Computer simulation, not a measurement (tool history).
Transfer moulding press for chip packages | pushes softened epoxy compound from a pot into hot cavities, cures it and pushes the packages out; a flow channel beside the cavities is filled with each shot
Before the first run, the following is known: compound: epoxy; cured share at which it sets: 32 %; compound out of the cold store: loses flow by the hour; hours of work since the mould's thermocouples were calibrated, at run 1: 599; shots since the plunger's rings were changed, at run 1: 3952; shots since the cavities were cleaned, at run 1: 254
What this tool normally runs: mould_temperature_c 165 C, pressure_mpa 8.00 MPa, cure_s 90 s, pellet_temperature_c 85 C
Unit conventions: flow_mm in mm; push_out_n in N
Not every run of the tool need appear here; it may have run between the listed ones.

run,hour,mould_temperature_c,pressure_mpa,cure_s,pellet_temperature_c,hours of work since the mould's thermocouples were calibrated,shots since the plunger's rings were changed,shots since the cavities were cleaned,incoming compound's hours out of the cold store,flow_mm,push_out_n
1,0.0,165,8.00,90,85,599,3952,254,25.5,858,226
# hour 22.8: cavities cleaned with cleaning compound and waxed
# hour 59.4: plunger's sealing rings changed
# hour 84.6: cavities cleaned with cleaning compound and waxed
2,87.8,165,8.00,90,85,635,230,27,27.7,862,218
# hour 139.5: cavities cleaned with cleaning compound and waxed
3,168.1,165,8.00,90,85,670,904,245,14.6,896,220
# hour 198.2: cavities cleaned with cleaning compound and waxed
# hour 252.9: cavities cleaned with cleaning compound and waxed
4,262.7,165,8.00,90,85,711,1687,85,27.8,861,226
# hour 314.1: cavities cleaned with cleaning compound and waxed
5,336.2,165,8.00,90,85,743,2302,189,47.9,790,222
# hour 370.0: cavities cleaned with cleaning compound and waxed
6,388.1,165,8.00,90,85,765,2732,155,16.9,883,226
# hour 427.4: cavities cleaned with cleaning compound and waxed
# hour 486.9: cavities cleaned with cleaning compound and waxed
7,488.0,165,8.00,90,85,808,3560,10,30.8,845,215
# hour 546.9: cavities cleaned with cleaning compound and waxed
# hour 561.8: mould's thermocouples calibrated
8,561.8,165,8.00,90,85,0,4161,110,10.3,924,224
# hour 600.2: plunger's sealing rings changed
# hour 607.0: cavities cleaned with cleaning compound and waxed
9,630.3,166,8.00,90,85,29,244,199,38.1,817,214
# hour 663.6: cavities cleaned with cleaning compound and waxed
10,704.0,166,8.00,90,85,61,861,345,39.1,825,213
# hour 722.2: cavities cleaned with cleaning compound and waxed
11,751.7,165,8.00,90,85,81,1256,252,8.4,927,235
# hour 778.9: cavities cleaned with cleaning compound and waxed
# hour 836.8: cavities cleaned with cleaning compound and waxed
12,838.2,165,8.00,90,85,118,1969,12,22.7,872,220
# hour 890.2: cavities cleaned with cleaning compound and waxed
13,926.0,165,8.00,90,85,156,2707,306,27.9,852,224
# hour 946.1: cavities cleaned with cleaning compound and waxed
# hour 1006.2: cavities cleaned with cleaning compound and waxed
14,1020.5,165,7.16,107,85,197,3489,123,43.4,766,182
# hour 1063.8: cavities cleaned with cleaning compound and waxed
15,1067.1,165,7.16,107,85,217,3874,28,36.5,789,181
# hour 1117.7: cavities cleaned with cleaning compound and waxed
16,1119.2,165,7.16,107,85,239,4306,12,17.5,845,183
# hour 1140.0: plunger's sealing rings changed
17,1164.1,165,8.64,71,85,258,206,375,33.0,874,388
# hour 1180.3: cavities cleaned with cleaning compound and waxed
18,1222.3,173,9.68,120,92,283,690,359,31.3,903,193
# hour 1240.9: cavities cleaned with cleaning compound and waxed
19,1278.7,165,8.00,75,85,307,1160,323,23.7,869,330
# hour 1296.2: cavities cleaned with cleaning compound and waxed
# hour 1349.1: cavities cleaned with cleaning compound and waxed
20,1365.9,165,8.00,75,85,344,1879,144,12.0,908,362
# hour 1402.6: cavities cleaned with cleaning compound and waxed
21,1434.1,173,7.75,90,77,374,2448,269,36.5,792,188
# hour 1456.1: cavities cleaned with cleaning compound and waxed
22,1483.2,170,7.75,90,93,395,2856,232,10.8,874,204
# hour 1511.2: cavities cleaned with cleaning compound and waxed
# hour 1566.2: cavities cleaned with cleaning compound and waxed
23,1576.2,165,8.19,111,85,435,3624,84,43.7,817,175
# hour 1624.2: cavities cleaned with cleaning compound and waxed
24,1634.6,165,8.19,111,85,460,4111,89,10.3,912,196
# hour 1677.6: plunger's sealing rings changed
# hour 1679.1: cavities cleaned with cleaning compound and waxed
25,1722.0,165,8.00,90,85,497,366,366,47.8,782,212
# hour 1734.4: cavities cleaned with cleaning compound and waxed
# hour 1790.6: cavities cleaned with cleaning compound and waxed
26,1810.8,161,8.15,90,75,535,1100,173,23.7,886,305

Consider 3 possible next runs. They are alternatives, not a sequence: every one starts from the tool as it was left by run 26. What does each give?
# hour 1847.1: cavities cleaned with cleaning compound and waxed
A,1883.9,161,9.96,109,94,567,1712,315,10.8,?,?
# hour 1847.1: cavities cleaned with cleaning compound and waxed
B,1883.9,165,6.96,77,92,567,1712,315,35.8,?,?
# hour 1847.1: cavities cleaned with cleaning compound and waxed
C,1883.9,161,6.64,90,75,567,1712,315,27.2,?,?

run,flow_mm,push_out_n
A,1030,217
B,768,294
C,802,301
The same runs, with their run-to-run variation unchanged, on a tool lacking any hidden condition would have given:
run,flow_mm,push_out_n
A,1031,213
B,769,289
C,803,296
